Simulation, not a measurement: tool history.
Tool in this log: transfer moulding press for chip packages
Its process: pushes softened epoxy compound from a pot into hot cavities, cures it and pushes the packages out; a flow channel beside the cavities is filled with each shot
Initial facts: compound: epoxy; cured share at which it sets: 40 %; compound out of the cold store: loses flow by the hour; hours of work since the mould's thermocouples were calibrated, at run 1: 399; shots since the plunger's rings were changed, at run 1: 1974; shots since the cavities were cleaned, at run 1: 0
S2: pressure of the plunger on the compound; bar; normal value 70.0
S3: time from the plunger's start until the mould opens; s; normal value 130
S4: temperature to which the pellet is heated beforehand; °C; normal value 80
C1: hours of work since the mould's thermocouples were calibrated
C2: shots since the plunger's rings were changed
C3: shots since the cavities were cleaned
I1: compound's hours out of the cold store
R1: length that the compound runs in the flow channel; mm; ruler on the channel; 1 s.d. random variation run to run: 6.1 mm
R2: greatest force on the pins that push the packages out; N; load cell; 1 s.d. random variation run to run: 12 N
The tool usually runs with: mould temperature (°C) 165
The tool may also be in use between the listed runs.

Run 1, hour 0.0: usual settings; C1 399; C2 1974; C3 0; I1 11.4. Result: R1 636 mm, R2 597 N.
Run 2, hour 9.9: usual settings; C1 404; C2 2034; C3 60; I1 45.2. Result: R1 558 mm, R2 626 N.
Run 3, hour 34.6: usual settings but mould temperature (°C) 162; C1 415; C2 2184; C3 210; I1 10.7. Result: R1 644 mm, R2 992 N.
Run 4, hour 50.5: usual settings; C1 422; C2 2280; C3 306; I1 30.3. Result: R1 593 mm, R2 823 N.
Run 5, hour 60.8: usual settings but mould temperature (°C) 170; C1 426; C2 2342; C3 368; I1 30.6. Result: R1 579 mm, R2 693 N.
Run 6, hour 77.6: usual settings but mould temperature (°C) 170, S2 81.3 bar; C1 434; C2 2444; C3 470; I1 11.1. Result: R1 664 mm, R2 771 N.
At hour 92.3: cavities cleaned with cleaning compound and waxed.
Run 7, hour 92.4: usual settings but S3 122 s; C1 440; C2 2525; C3 0; I1 21.7. Result: R1 605 mm, R2 668 N.
Run 8, hour 115.7: usual settings but S2 85.8 bar, S3 122 s; C1 450; C2 2666; C3 141; I1 17.5. Result: R1 682 mm, R2 856 N.
Run 9, hour 134.8: usual settings but S2 85.8 bar, S3 122 s; C1 459; C2 2782; C3 257; I1 34.4. Result: R1 638 mm, R2 889 N.
Run 10, hour 154.5: usual settings; C1 467; C2 2901; C3 376; I1 8.7. Result: R1 625 mm, R2 904 N.
Run 11, hour 179.0: usual settings; C1 478; C2 3050; C3 525; I1 22.7. Result: R1 598 mm, R2 940 N.
At hour 185.9: cavities cleaned with cleaning compound and waxed.
Run 12, hour 196.4: usual settings; C1 485; C2 3146; C3 64; I1 8.9. Result: R1 637 mm, R2 657 N.
Run 13, hour 220.4: usual settings; C1 496; C2 3291; C3 209; I1 27.0. Result: R1 596 mm, R2 794 N.
Run 14, hour 241.5: usual settings; C1 506; C2 3419; C3 337; I1 28.6. Result: R1 589 mm, R2 838 N.
Run 15, hour 264.4: usual settings; C1 516; C2 3558; C3 476; I1 45.2. Result: R1 542 mm, R2 897 N.
At hour 278.7: cavities cleaned with cleaning compound and waxed.
Run 16, hour 281.1: usual settings; C1 523; C2 3650; C3 15; I1 21.2. Result: R1 599 mm, R2 629 N.
Run 17, hour 295.8: usual settings but S2 64.7 bar, S3 160 s; C1 529; C2 3739; C3 104; I1 44.0. Result: R1 525 mm, R2 558 N.
Run 18, hour 305.9: usual settings but S2 64.7 bar, S3 137 s, S4 78 °C; C1 534; C2 3800; C3 165; I1 21.9. Result: R1 568 mm, R2 659 N.
Run 19, hour 321.7: usual settings but mould temperature (°C) 168, S2 64.7 bar, S3 137 s, S4 86 °C; C1 541; C2 3895; C3 260; I1 10.7. Result: R1 596 mm, R2 663 N.
Run 20, hour 343.2: usual settings but S2 68.9 bar, S3 127 s; C1 550; C2 4026; C3 391; I1 11.5. Result: R1 603 mm, R2 1000 N.
Run 21, hour 358.3: usual settings but mould temperature (°C) 158, S2 54.3 bar; C1 557; C2 4117; C3 482; I1 16.7. Result: R1 548 mm, R2 1723 N.
At hour 371.1: cavities cleaned with cleaning compound and waxed.
At hour 376.8: mould's thermocouples calibrated.
Run 22, hour 384.3: usual settings but S2 77.5 bar, S3 158 s; C1 3; C2 4254; C3 68; I1 45.1. Result: R1 574 mm, R2 511 N.
Run 23, hour 398.9: usual settings but mould temperature (°C) 158, S2 85.1 bar, S3 158 s, S4 79 °C; C1 10; C2 4342; C3 156; I1 24.8. Result: R1 657 mm, R2 838 N.
Run 24, hour 417.9: usual settings but mould temperature (°C) 158, S2 85.1 bar, S3 158 s, S4 79 °C; C1 18; C2 4457; C3 271; I1 36.6. Result: R1 622 mm, R2 873 N.
Run 25, hour 431.1: usual settings but mould temperature (°C) 158, S2 72.8 bar, S3 158 s, S4 73 °C; C1 24; C2 4537; C3 351; I1 40.9. Result: R1 583 mm, R2 942 N.
Run 26, hour 450.3: usual settings but mould temperature (°C) 158, S2 72.8 bar, S3 158 s, S4 73 °C; C1 33; C2 4653; C3 467; I1 8.3. Result: R1 650 mm, R2 1072 N.
At hour 465.5: cavities cleaned with cleaning compound and waxed.
Run 27, hour 472.8: usual settings but mould temperature (°C) 167, S2 66.3 bar, S3 122 s; C1 42; C2 4781; C3 44; I1 9.4. Result: R1 580 mm, R2 600 N.
Run 28, hour 489.9: usual settings but mould temperature (°C) 167, S2 66.3 bar, S3 136 s; C1 50; C2 4884; C3 147; I1 14.6. Result: R1 580 mm, R2 599 N.
Run 29, hour 514.6: usual settings but mould temperature (°C) 167, S2 83.4 bar, S3 136 s, S4 74 °C; C1 61; C2 5034; C3 297; I1 12.4. Result: R1 635 mm, R2 696 N.

Forecast each of these 4 alternatives for the next run:
Run A, hour 534.5: usual settings but S2 56.9 bar; C1 70; C2 5154; C3 417; I1 31.0. Result: R1 ?, R2 ?.
Run B, hour 534.5: usual settings but mould temperature (°C) 168, S2 65.5 bar, S3 159 s; C1 70; C2 5154; C3 417; I1 9.7. Result: R1 ?, R2 ?.
Run C, hour 534.5: usual settings but S2 62.8 bar; C1 70; C2 5154; C3 417; I1 17.2. Result: R1 ?, R2 ?.
Run D, hour 534.5: usual settings but S2 73.1 bar, S3 158 s, S4 73 °C; C1 70; C2 5154; C3 417; I1 27.4. Result: R1 ?, R2 ?.

run   R1   R2
  A  506  828
  B  564  685
  C  557  860
  D  570  733
Stripped of hidden state, with their random variation kept, the same runs would have yielded:
run   R1   R2
  A  558  540
  B  623  448
  C  616  560
  D  630  476
